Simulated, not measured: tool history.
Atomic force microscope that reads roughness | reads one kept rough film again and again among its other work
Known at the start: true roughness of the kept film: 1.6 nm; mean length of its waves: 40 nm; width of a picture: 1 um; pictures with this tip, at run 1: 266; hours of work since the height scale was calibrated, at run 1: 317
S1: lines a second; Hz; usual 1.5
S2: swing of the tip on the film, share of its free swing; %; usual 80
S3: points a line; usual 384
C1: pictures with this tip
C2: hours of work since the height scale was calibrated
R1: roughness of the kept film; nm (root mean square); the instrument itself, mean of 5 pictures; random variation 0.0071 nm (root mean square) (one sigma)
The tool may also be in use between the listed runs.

| run | hour | S1 | S2 | S3 | C1 | C2 | R1 |
|---|---|---|---|---|---|---|---|
| 1 | 0 | 1.5 | 80 | 384 | 266 | 317 | 1.371 |
|  | 53.6 | new tip fitted |
| 2 | 53.6 | 1.5 | 80 | 384 | 0 | 356 | 1.465 |
| 3 | 84.4 | 1.5 | 80 | 384 | 61 | 378 | 1.44 |
| 4 | 125.2 | 1.5 | 80 | 384 | 143 | 407 | 1.417 |
| 5 | 148 | 1.5 | 68 | 384 | 189 | 424 | 1.444 |
| 6 | 175.2 | 1.5 | 68 | 384 | 243 | 444 | 1.421 |
| 7 | 212.9 | 1.5 | 68 | 384 | 319 | 471 | 1.396 |
| 8 | 239.4 | 1.5 | 68 | 384 | 372 | 490 | 1.389 |
|  | 243.7 | new tip fitted |
| 9 | 287.1 | 1.5 | 68 | 384 | 87 | 524 | 1.462 |
| 10 | 330.8 | 1.5 | 80 | 384 | 175 | 556 | 1.404 |
| 11 | 373.7 | 0.73 | 80 | 384 | 261 | 587 | 1.423 |
| 12 | 408.7 | 0.73 | 80 | 384 | 331 | 612 | 1.401 |
|  | 433.1 | new tip fitted |
| 13 | 448.6 | 0.73 | 80 | 384 | 31 | 641 | 1.483 |
| 14 | 499.6 | 1.52 | 80 | 384 | 133 | 678 | 1.423 |
| 15 | 526.1 | 1.52 | 80 | 384 | 186 | 697 | 1.415 |
| 16 | 579.3 | 1.52 | 80 | 384 | 293 | 736 | 1.382 |
| 17 | 607.7 | 1.52 | 80 | 384 | 349 | 756 | 1.359 |
|  | 623.9 | new tip fitted |
| 18 | 661.1 | 1.52 | 80 | 384 | 74 | 794 | 1.424 |
| 19 | 704.6 | 1.52 | 80 | 384 | 162 | 826 | 1.405 |
| 20 | 743.3 | 1.52 | 80 | 384 | 239 | 854 | 1.379 |
| 21 | 770.5 | 1.52 | 80 | 384 | 293 | 874 | 1.389 |
|  | 811.9 | new tip fitted |
| 22 | 822.1 | 1.52 | 80 | 384 | 21 | 911 | 1.451 |
| 23 | 858.1 | 1.52 | 80 | 384 | 93 | 937 | 1.423 |
| 24 | 894.1 | 3.77 | 80 | 384 | 165 | 963 | 1.307 |
| 25 | 941.9 | 0.85 | 84 | 827 | 261 | 997 | 1.405 |
| 26 | 995.7 | 0.89 | 86 | 827 | 368 | 1036 | 1.366 |
|  | 1000.1 | new tip fitted |
| 27 | 1042.1 | 3.49 | 74 | 624 | 84 | 1070 | 1.387 |
| 28 | 1067.6 | 0.91 | 83 | 275 | 135 | 1088 | 1.44 |
| 29 | 1089.5 | 1.02 | 80 | 257 | 179 | 1104 | 1.41 |
| 30 | 1128.9 | 1.42 | 87 | 257 | 258 | 1132 | 1.349 |
| 31 | 1171.6 | 1.14 | 79 | 787 | 344 | 1163 | 1.377 |
|  | 1188.6 | new tip fitted |
| 32 | 1220.7 | 0.72 | 80 | 384 | 64 | 1198 | 1.48 |
| 33 | 1267.4 | 0.72 | 80 | 384 | 157 | 1232 | 1.443 |
| 34 | 1307.8 | 0.51 | 72 | 384 | 238 | 1262 | 1.427 |
| 35 | 1359.7 | 0.92 | 72 | 384 | 342 | 1299 | 1.404 |
|  | 1375.4 | new tip fitted |
| 36 | 1393 | 1.4 | 76 | 974 | 35 | 1323 | 1.468 |
| 37 | 1447 | 1.55 | 76 | 974 | 143 | 1362 | 1.43 |
| 38 | 1490.1 | 3.38 | 77 | 384 | 229 | 1393 | 1.316 |
| 39 | 1535.2 | 3.38 | 77 | 384 | 320 | 1426 | 1.291 |
| 40 | 1556.9 | 1.5 | 80 | 467 | 363 | 1442 | 1.342 |
|  | 1562.2 | new tip fitted |
| 41 | 1586.7 | 0.55 | 68 | 467 | 49 | 1463 | 1.503 |
| 42 | 1627.9 | 1.5 | 71 | 370 | 131 | 1493 | 1.439 |
| 43 | 1654.8 | 1.5 | 71 | 370 | 185 | 1512 | 1.419 |
| 44 | 1690.5 | 1.5 | 63 | 352 | 257 | 1538 | 1.411 |
| 45 | 1739.1 | 2.4 | 64 | 356 | 354 | 1573 | 1.38 |
|  | 1750.2 | new tip fitted |
| 46 | 1793.5 | 0.69 | 60 | 395 | 87 | 1612 | 1.496 |
| 47 | 1838.1 | 0.69 | 60 | 395 | 176 | 1644 | 1.458 |
| 48 | 1890.8 | 0.69 | 60 | 395 | 282 | 1683 | 1.43 |

3 ways to go on from here, each from the tool as it stands after run 48. What would each give?
| A | 1923 | 0.69 | 80 | 331 | 346 | 1706 | ? |
| B | 1923 | 0.69 | 60 | 682 | 346 | 1706 | ? |
| C | 1923 | 1.86 | 77 | 812 | 346 | 1706 | ? |

| run | R1 |
|---|---|
| A | 1.376 |
| B | 1.415 |
| C | 1.344 |
Without the tool's hidden state the same runs would have given:
| run | R1 |
|---|---|
| A | 1.502 |
| B | 1.544 |
| C | 1.467 |
